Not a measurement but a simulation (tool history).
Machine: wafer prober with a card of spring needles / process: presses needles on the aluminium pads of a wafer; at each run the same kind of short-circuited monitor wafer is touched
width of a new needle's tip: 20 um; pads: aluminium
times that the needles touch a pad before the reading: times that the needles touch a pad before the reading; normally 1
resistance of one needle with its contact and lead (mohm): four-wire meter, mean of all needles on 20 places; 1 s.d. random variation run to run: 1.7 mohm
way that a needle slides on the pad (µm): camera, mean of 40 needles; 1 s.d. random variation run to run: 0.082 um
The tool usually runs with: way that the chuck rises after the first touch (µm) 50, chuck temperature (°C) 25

| run | day | way that the chuck rises after the first touch (µm) | chuck temperature (°C) | times that the needles touch a pad before the reading | resistance of one needle with its contact and lead (mohm) | way that a needle slides on the pad (µm) |
|---|---|---|---|---|---|---|
| 1 | 0.000 | 50 | 25 | 1 | 226 | 6.08 |
|  | 0.212 | tips cleaned on abrasive film |
| 2 | 0.350 | 50 | 25 | 1 | 248 | 6.09 |
|  | 0.525 | tips cleaned on abrasive film |
|  | 0.783 | tips cleaned on abrasive film |
|  | 1.058 | tips cleaned on abrasive film |
| 3 | 1.117 | 50 | 25 | 1 | 218 | 5.91 |
|  | 1.346 | tips cleaned on abrasive film |
|  | 1.642 | tips cleaned on abrasive film |
| 4 | 1.846 | 50 | 25 | 1 | 283 | 6.13 |
|  | 1.904 | tips cleaned on abrasive film |
|  | 2.158 | tips cleaned on abrasive film |
|  | 2.475 | tips cleaned on abrasive film |
| 5 | 2.525 | 50 | 25 | 1 | 211 | 5.87 |
|  | 2.738 | tips cleaned on abrasive film |
|  | 3.012 | tips cleaned on abrasive film |
| 6 | 3.254 | 50 | 94 | 1 | 299 | 5.83 |
|  | 3.308 | tips cleaned on abrasive film |
|  | 3.600 | tips cleaned on abrasive film |
| 7 | 3.750 | 50 | 25 | 1 | 271 | 5.88 |
|  | 3.879 | tips cleaned on abrasive film |
|  | 4.158 | tips cleaned on abrasive film |
| 8 | 4.188 | 50 | 25 | 1 | 204 | 5.82 |
|  | 4.417 | tips cleaned on abrasive film |
|  | 4.679 | tips cleaned on abrasive film |
| 9 | 4.679 | 50 | 25 | 1 | 184 | 5.77 |
|  | 4.962 | tips cleaned on abrasive film |
|  | 5.221 | tips cleaned on abrasive film |
| 10 | 5.296 | 50 | 25 | 1 | 232 | 5.73 |
|  | 5.483 | tips cleaned on abrasive film |
|  | 5.771 | tips cleaned on abrasive film |
| 11 | 5.933 | 50 | 25 | 1 | 276 | 5.78 |
|  | 6.062 | tips cleaned on abrasive film |
|  | 6.367 | tips cleaned on abrasive film |
|  | 6.679 | tips cleaned on abrasive film |
| 12 | 6.771 | 32 | 25 | 1 | 345 | 3.29 |
|  | 6.950 | tips cleaned on abrasive film |
|  | 7.225 | tips cleaned on abrasive film |
| 13 | 7.442 | 44 | 28 | 1 | 343 | 4.86 |
|  | 7.488 | tips cleaned on abrasive film |
|  | 7.775 | tips cleaned on abrasive film |
|  | 8.038 | tips cleaned on abrasive film |
|  | 8.112 | height of the first contact set anew |
| 14 | 8.171 | 44 | 28 | 1 | 257 | 5.67 |
|  | 8.362 | tips cleaned on abrasive film |
|  | 8.633 | tips cleaned on abrasive film |
| 15 | 8.871 | 57 | 49 | 1 | 253 | 7.46 |
|  | 8.938 | tips cleaned on abrasive film |
|  | 9.233 | tips cleaned on abrasive film |
| 16 | 9.417 | 57 | 49 | 2 | 220 | 7.34 |
|  | 9.517 | tips cleaned on abrasive film |
|  | 9.800 | tips cleaned on abrasive film |
|  | 10.092 | tips cleaned on abrasive film |
| 17 | 10.262 | 31 | 108 | 2 | 312 | 4.00 |
|  | 10.371 | tips cleaned on abrasive film |
|  | 10.662 | tips cleaned on abrasive film |
| 18 | 10.667 | 54 | 49 | 1 | 187 | 7.15 |
|  | 10.950 | tips cleaned on abrasive film |
| 19 | 11.050 | 54 | 49 | 1 | 235 | 7.06 |
|  | 11.254 | tips cleaned on abrasive film |
|  | 11.554 | tips cleaned on abrasive film |
| 20 | 11.771 | 50 | 67 | 3 | 221 | 6.40 |

For some of the steps in resistance of one needle with its contact and lead (mohm) from one run to the next: how much would appear even if the tool had no hidden state, given the settings, what came in and random variation, and how much remains for the hidden state plus any gauge scatter that the measured result and the result without hidden state don't share?
Hidden state present: debris on the tips, nm; way that the needles fall short of the set height, um; tips' diameter, um; drift of the gauge itself on contact_mohm, %; drift of the gauge itself on scrub_um, %.
Run 13 -> 14: tips cleaned on abrasive film, tips cleaned on abrasive film, tips cleaned on abrasive film, height of the first contact set anew. resistance of one needle with its contact and lead (mohm) -86: hidden state -87, all else +1.
Run 16 -> 17: way that the chuck rises after the first touch (µm) 57 -> 31, chuck temperature (°C) 49 -> 108, tips cleaned on abrasive film, tips cleaned on abrasive film, tips cleaned on abrasive film. resistance of one needle with its contact and lead (mohm) +92: hidden state +68, all else +24.
Run 17 -> 18: way that the chuck rises after the first touch (µm) 31 -> 54, chuck temperature (°C) 108 -> 49, times that the needles touch a pad before the reading 2 -> 1, tips cleaned on abrasive film, tips cleaned on abrasive film. resistance of one needle with its contact and lead (mohm) -125: hidden state -101, all else -24.
